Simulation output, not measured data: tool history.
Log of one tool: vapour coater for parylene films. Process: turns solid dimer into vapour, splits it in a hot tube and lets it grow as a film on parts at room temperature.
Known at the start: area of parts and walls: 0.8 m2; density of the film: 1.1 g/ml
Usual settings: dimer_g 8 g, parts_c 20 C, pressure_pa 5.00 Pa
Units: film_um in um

run   hour  dimer_g  parts_c  pressure_pa  film_um
  1    0.0        8       20         5.00     6.36
  2   24.8        8       20         5.00     6.40
  3   37.7        8       20         5.00     6.31
  4   58.5        8       12         5.00     8.26
  5   78.7        8       12         5.00     8.21
  6  103.4        8       20         5.00     6.33
  7  126.3        8       20         5.00     6.33
  8  144.2        8       20         5.00     6.26
  9  155.5        8       20         5.00     6.33
 10  166.8        8       13         5.00     7.89
 11  189.3        8       13         5.00     7.92
 12  214.0        8       13         5.00     7.84
 13  224.5        8       18         5.00     6.73
 14  245.1        8       31         5.00     4.38
 15  265.2        8       20         5.00     6.26
 16  287.7        8       19         5.00     6.49
 17  307.7        8       19         5.00     6.43
 18  321.6        8       19         5.00     6.44
 19  338.9        8       19         5.00     6.45
 20  356.1        8       19         5.00     6.44
 21  369.2        8       19         5.00     6.43
 22  381.4        8       19         5.00     6.44
 23  395.0        4       14         6.53     3.68
 24  410.8        9       17         6.53     7.50
 25  427.2        5       20         6.55     3.76
 26  450.0       11       20         2.43     9.36

Run 27 comes next. What will it give?
 27  465.2       11       20         2.43        ?

film_um: 9.23 um
Without the tool's hidden state the same run would have given film_um 9.45 um.
